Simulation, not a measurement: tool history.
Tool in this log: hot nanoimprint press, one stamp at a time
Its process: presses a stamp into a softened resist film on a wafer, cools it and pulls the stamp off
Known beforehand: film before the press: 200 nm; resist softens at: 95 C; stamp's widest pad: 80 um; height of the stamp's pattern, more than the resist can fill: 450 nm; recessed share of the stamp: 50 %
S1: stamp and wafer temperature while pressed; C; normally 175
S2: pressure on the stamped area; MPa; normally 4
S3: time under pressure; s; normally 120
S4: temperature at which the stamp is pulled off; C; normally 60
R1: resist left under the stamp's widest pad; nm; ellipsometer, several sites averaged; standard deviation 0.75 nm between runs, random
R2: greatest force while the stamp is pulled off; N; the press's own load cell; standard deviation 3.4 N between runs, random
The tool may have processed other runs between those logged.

run,hour,S1,S2,S3,S4,R1,R2
1,0,175,4,120,60,95.2,292
2,63.4,175,4,120,60,96.5,301
3,107.5,175,4,120,60,95.8,308
# hour 135: stamp cleaned and given a new release coat
4,156.7,184,4,120,60,74,165
5,214.4,184,4,120,60,73.9,183
6,244.9,184,4,120,60,74.6,191
7,286,184,4,120,60,74.7,193
8,319.6,175,5.84,120,60,81.5,199
9,382.3,175,5.84,120,60,81,209
10,439.6,175,5.84,120,60,82.3,228
11,470.8,175,5.84,120,60,82.9,235
12,503.8,175,4,237,60,74.8,243
13,563.5,175,4,237,60,76.9,259
14,626.5,175,4,120,60,97.8,277
15,653.6,174,4,120,60,100,273
16,682.2,172,4,120,53,105.5,308
17,724.6,172,4,120,53,107.3,309
18,765.4,175,5,103,60,94.5,304
19,797.5,175,5,103,60,94.2,305
# hour 837.4: stamp cleaned and given a new release coat
20,841.5,175,5,77,64,105.7,156
21,879.8,174,3.32,77,64,127.2,159
22,936.9,176,3.32,90,45,115,242
23,999.3,172,3.54,156,60,105.5,210
24,1059.2,172,3.54,61,60,137.5,212
25,1090.5,181,4.97,120,60,77.5,217
26,1126.9,165,4.97,140,60,120.1,229
27,1174.1,165,4.97,140,60,119.7,245
# hour 1192.3: plate thermocouple calibrated
28,1214.2,175,3.17,65,64,129.3,228
29,1258.6,182,3.48,120,60,85,246

Branching from run 29: 4 alternative next runs. What would each branch give?
A,1306,178,5.61,158,60,?,?
B,1306,171,3.48,120,60,?,?
C,1306,175,3.92,120,60,?,?
D,1306,175,4,120,48,?,?

run,R1,R2
A,69.6,258
B,114.7,260
C,100,256
D,98,316
With no hidden state in the tool, these same runs would have given:
run,R1,R2
A,65.2,161
B,111.1,163
C,96.1,160
D,94,198
